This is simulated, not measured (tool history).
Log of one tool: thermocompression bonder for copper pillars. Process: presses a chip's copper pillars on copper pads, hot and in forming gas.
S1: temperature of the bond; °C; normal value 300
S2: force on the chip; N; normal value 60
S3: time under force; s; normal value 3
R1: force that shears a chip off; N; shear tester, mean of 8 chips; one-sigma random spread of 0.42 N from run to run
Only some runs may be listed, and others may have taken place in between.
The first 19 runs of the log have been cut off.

{"run": 20, "hour": 211.5, "S1": 300, "S2": 60, "S3": 3, "R1": 38.8}
{"run": 21, "hour": 225.1, "S1": 300, "S2": 60, "S3": 2, "R1": 33}
{"run": 22, "hour": 238.5, "S1": 300, "S2": 60, "S3": 2, "R1": 33.4}
{"hour": 247.7, "done": "forming gas filter changed"}
{"run": 23, "hour": 252.8, "S1": 280, "S2": 50, "S3": 2, "R1": 21.9}
{"run": 24, "hour": 264.3, "S1": 280, "S2": 50, "S3": 2, "R1": 22}
{"run": 25, "hour": 272.5, "S1": 281, "S2": 72, "S3": 4, "R1": 41.6}
{"run": 26, "hour": 280.2, "S1": 270, "S2": 52, "S3": 2, "R1": 19.9}
{"run": 27, "hour": 287.7, "S1": 270, "S2": 52, "S3": 2, "R1": 20.4}
{"run": 28, "hour": 301.2, "S1": 270, "S2": 49, "S3": 6, "R1": 31}
{"run": 29, "hour": 314.1, "S1": 300, "S2": 47, "S3": 8, "R1": 46.4}
{"run": 30, "hour": 327.4, "S1": 290, "S2": 71, "S3": 2, "R1": 34.3}
{"run": 31, "hour": 337.6, "S1": 290, "S2": 71, "S3": 2, "R1": 34.9}
{"run": 32, "hour": 348.9, "S1": 271, "S2": 60, "S3": 3, "R1": 27.6}
{"run": 33, "hour": 359.1, "S1": 271, "S2": 60, "S3": 3, "R1": 28.2}
{"run": 34, "hour": 373.8, "S1": 321, "S2": 44, "S3": 3, "R1": 36.2}
{"run": 35, "hour": 380.7, "S1": 300, "S2": 61, "S3": 3, "R1": 39.2}
{"run": 36, "hour": 387.3, "S1": 300, "S2": 64, "S3": 3, "R1": 40.3}
{"run": 37, "hour": 399.3, "S1": 300, "S2": 48, "S3": 3, "R1": 31.5}
{"run": 38, "hour": 413.7, "S1": 300, "S2": 48, "S3": 3, "R1": 32.1}
{"run": 39, "hour": 420.9, "S1": 324, "S2": 64, "S3": 3, "R1": 51.6}
{"run": 40, "hour": 427.6, "S1": 320, "S2": 42, "S3": 4, "R1": 38.8}

4 options for the next run, each taken on its own from the tool as it stands now. Forecast them:
{"run": "A", "hour": 443.9, "S1": 300, "S2": 54, "S3": 4, "R1": "?"}
{"run": "B", "hour": 443.9, "S1": 322, "S2": 90, "S3": 6, "R1": "?"}
{"run": "C", "hour": 443.9, "S1": 296, "S2": 37, "S3": 2, "R1": "?"}
{"run": "D", "hour": 443.9, "S1": 280, "S2": 61, "S3": 4, "R1": "?"}

run=A R1=39.2
run=B R1=75.5
run=C R1=20.5
run=D R1=35.5
Without the tool's unlogged condition, the same runs would have read:
run=A R1=39.3
run=B R1=75.7
run=C R1=20.5
run=D R1=35.6

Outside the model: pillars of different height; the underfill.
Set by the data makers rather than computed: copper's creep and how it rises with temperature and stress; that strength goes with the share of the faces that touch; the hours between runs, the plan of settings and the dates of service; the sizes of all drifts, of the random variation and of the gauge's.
